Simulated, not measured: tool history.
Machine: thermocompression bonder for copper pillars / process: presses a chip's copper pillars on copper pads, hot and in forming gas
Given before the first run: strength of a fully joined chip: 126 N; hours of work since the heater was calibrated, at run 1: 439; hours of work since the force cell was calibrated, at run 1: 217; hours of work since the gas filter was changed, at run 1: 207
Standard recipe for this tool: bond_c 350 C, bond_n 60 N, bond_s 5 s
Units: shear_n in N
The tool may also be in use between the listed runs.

run,hour,bond_c,bond_n,bond_s,hours of work since the heater was calibrated,hours of work since the force cell was calibrated,hours of work since the gas filter was changed,shear_n
1,0,350,60,5,439,217,207,80.8
2,11.9,350,60,9,445,223,214,90.7
3,25.5,350,60,9,452,230,221,91.4
4,33.9,350,60,9,457,235,226,92
# hour 44.3: forming gas filter changed
5,44.3,350,60,5,462,240,0,89.4
6,58.2,350,60,3,470,248,8,77.1
7,66.9,350,60,3,474,253,12,77.2
8,78.9,350,81,5,481,259,19,106.7
9,91.2,350,45,5,488,266,25,70.8
10,104.8,350,60,5,495,273,33,88
11,115.1,350,39,5,501,279,38,61.3
12,122,350,60,5,504,282,42,88.7
13,130.5,323,60,5,509,287,47,73.5
14,144.7,350,60,5,517,295,54,88.7
15,154.2,356,60,5,522,300,59,91.6
16,162.3,350,60,5,526,304,64,88.2
17,176.2,350,60,5,534,312,71,85.9
18,187.9,361,44,4,540,318,78,69.5
19,196.4,339,44,3,545,323,82,50.1
20,204.9,339,44,3,549,327,87,51
21,216.5,339,44,3,555,333,93,51.4
22,222.5,335,84,3,559,337,96,86.8
23,231.2,335,84,3,563,341,101,87.2
24,244,360,60,10,570,348,108,101.7
25,252.6,360,60,10,575,353,113,102
26,263.5,360,60,10,581,359,119,103.6
27,270.6,360,60,10,585,363,122,100.4
28,285.2,344,82,11,593,371,130,109.5
29,298.8,322,82,5,600,378,138,88.6

Predict the results of run 30:
30,306.1,332,60,15,604,382,142,?

{"run 30": {"shear_n": 96}}
The same run, on a tool lacking any hidden state, would have yielded shear_n 100.6 N.
